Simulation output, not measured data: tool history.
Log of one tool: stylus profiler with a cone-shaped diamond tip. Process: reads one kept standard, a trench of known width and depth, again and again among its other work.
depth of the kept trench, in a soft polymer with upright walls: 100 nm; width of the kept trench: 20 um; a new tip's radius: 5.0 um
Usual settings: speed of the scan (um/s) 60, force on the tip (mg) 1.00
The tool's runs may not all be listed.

| run | hour | speed of the scan (um/s) | force on the tip (mg) | depth of the trench (angstrom) | width of the trench's floor (nm) |
|---|---|---|---|---|---|
| 1 | 0.0 | 60 | 1.00 | 1008.5 | 17740 |
| 2 | 15.2 | 60 | 1.00 | 1008.4 | 17670 |
| 3 | 24.2 | 60 | 1.00 | 1008.5 | 17680 |
| 4 | 39.5 | 101 | 1.00 | 1008.8 | 17460 |
| 5 | 53.6 | 76 | 1.00 | 1008.4 | 17610 |
| 6 | 69.8 | 76 | 1.00 | 1008.5 | 17540 |
| 7 | 85.9 | 76 | 1.00 | 1008.5 | 17610 |
| 8 | 93.8 | 29 | 1.00 | 1008.4 | 17790 |
| 9 | 102.7 | 60 | 0.50 | 1005.4 | 17600 |
| 10 | 110.7 | 60 | 1.00 | 1008.6 | 17670 |
| 11 | 118.2 | 60 | 1.00 | 1008.5 | 17640 |
| 12 | 127.9 | 60 | 1.00 | 1008.7 | 17690 |
| 13 | 139.7 | 60 | 1.00 | 1008.5 | 17660 |
| 14 | 149.9 | 44 | 1.00 | 1008.7 | 17730 |
| 15 | 162.8 | 60 | 1.00 | 1008.5 | 17670 |
| 16 | 172.5 | 60 | 0.38 | 1004.5 | 17460 |
| 17 | 181.4 | 60 | 0.38 | 1004.2 | 17460 |
| 18 | 191.0 | 60 | 1.00 | 1008.4 | 17640 |
| 19 | 199.7 | 60 | 1.00 | 1008.6 | 17720 |
| 20 | 210.9 | 60 | 1.00 | 1008.2 | 17620 |
| 21 | 222.0 | 32 | 1.00 | 1008.4 | 17810 |
| 22 | 232.6 | 32 | 1.00 | 1008.5 | 17830 |
| 23 | 245.9 | 32 | 1.00 | 1008.4 | 17820 |
| 24 | 259.5 | 32 | 1.00 | 1008.5 | 17780 |
| 25 | 275.0 | 32 | 1.00 | 1008.3 | 17850 |
| 26 | 282.3 | 32 | 1.00 | 1008.5 | 17830 |
|  | 283.7 | height scale calibrated on a step standard |
| 27 | 296.0 | 103 | 0.98 | 1008.0 | 17410 |
| 28 | 309.6 | 103 | 0.98 | 1008.2 | 17390 |
|  | 320.1 | height scale calibrated on a step standard, once more |
| 29 | 321.4 | 45 | 0.98 | 1009.0 | 17730 |
| 30 | 330.4 | 60 | 1.17 | 1009.9 | 17680 |
| 31 | 344.9 | 60 | 1.17 | 1010.0 | 17690 |
| 32 | 356.4 | 60 | 1.17 | 1009.9 | 17670 |
| 33 | 366.4 | 60 | 1.17 | 1009.8 | 17670 |
| 34 | 382.2 | 60 | 1.17 | 1009.9 | 17670 |
| 35 | 397.2 | 60 | 1.17 | 1010.2 | 17650 |
| 36 | 408.9 | 40 | 2.30 | 1015.5 | 17820 |
| 37 | 422.5 | 76 | 0.77 | 1007.6 | 17520 |
| 38 | 435.5 | 76 | 0.77 | 1007.6 | 17490 |
| 39 | 446.9 | 108 | 0.85 | 1008.1 | 17220 |
| 40 | 455.5 | 19 | 2.70 | 1017.1 | 17890 |

Measured less the same run without the tool's hidden state. The same run-to-run variation is in both; the gauge's scatter may not be:
The hidden state here: radius of the tip, um; height scale over the true one, %; drift of the gauge itself on depth_nm, %; drift of the gauge itself on floor_um, %.
| run | depth of the trench (angstrom) | width of the trench's floor (nm) |
|---|---|---|
| 1 | -0.1 | +20 |
| 2 | -0.1 | +10 |
| 3 | -0.1 | +20 |
| 4 | -0.1 | +10 |
| 5 | -0.1 | +10 |
| 6 | -0.2 | +10 |
| 7 | -0.1 | +10 |
| 8 | -0.2 | +0 |
| 9 | -0.1 | +0 |
| 10 | -0.2 | +0 |
| 11 | -0.2 | +0 |
| 12 | -0.2 | +0 |
| 13 | -0.2 | -10 |
| 14 | -0.2 | +0 |
| 15 | -0.2 | -10 |
| 16 | -0.2 | +0 |
| 17 | -0.2 | -10 |
| 18 | -0.2 | +0 |
| 19 | -0.2 | -10 |
| 20 | -0.3 | -10 |
| 21 | -0.3 | -20 |
| 22 | -0.3 | -10 |
| 23 | -0.3 | -10 |
| 24 | -0.3 | -20 |
| 25 | -0.3 | -20 |
| 26 | -0.3 | -20 |
| 27 | -0.5 | -20 |
| 28 | -0.5 | -20 |
| 29 | +0.3 | -20 |
| 30 | +0.3 | -30 |
| 31 | +0.3 | -30 |
| 32 | +0.3 | -20 |
| 33 | +0.3 | -30 |
| 34 | +0.2 | -30 |
| 35 | +0.2 | -40 |
| 36 | +0.3 | -40 |
| 37 | +0.2 | -30 |
| 38 | +0.3 | -40 |
| 39 | +0.2 | -40 |
| 40 | +0.2 | -50 |
